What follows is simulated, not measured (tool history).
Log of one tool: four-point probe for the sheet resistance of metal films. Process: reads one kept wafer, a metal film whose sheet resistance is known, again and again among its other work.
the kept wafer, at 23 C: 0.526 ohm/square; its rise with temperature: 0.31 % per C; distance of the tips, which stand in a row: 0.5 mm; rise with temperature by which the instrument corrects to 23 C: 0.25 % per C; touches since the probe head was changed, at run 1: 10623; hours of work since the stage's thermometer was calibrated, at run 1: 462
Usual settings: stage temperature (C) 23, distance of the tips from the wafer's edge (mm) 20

run	hour	stage temperature (C)	distance of the tips from the wafer's edge (mm)	touches since the probe head was changed	hours of work since the stage's thermometer was calibrated	sheet resistance as the instrument gives it (ohm/square)
1	0	23	20	10623	462	0.527127
2	26.9	23	20	11678	475	0.527359
3	54.9	23	20	12778	489	0.527108
4	75.9	23	20	13605	499	0.527193
5	92.2	33	20	14241	507	0.529794
6	126.1	23	44	15576	524	0.526936
# hour 128: stage's thermometer calibrated
7	157.8	23	44	16800	14	0.52703
8	177	23	20	17554	24	0.527343
9	190.7	23	52	18092	30	0.527224
# hour 200: stage's thermometer calibrated, once more
10	225.2	29	7	19425	12	0.529715
11	249.1	30	19	20364	24	0.528822

Run 12 comes next. What will it give?
12	267.5	28	38	21087	33	?

Run 12 gave sheet resistance as the instrument gives it (ohm/square) 0.527789.
Without the tool's hidden state the same run would have given sheet resistance as the instrument gives it (ohm/square) 0.527278.
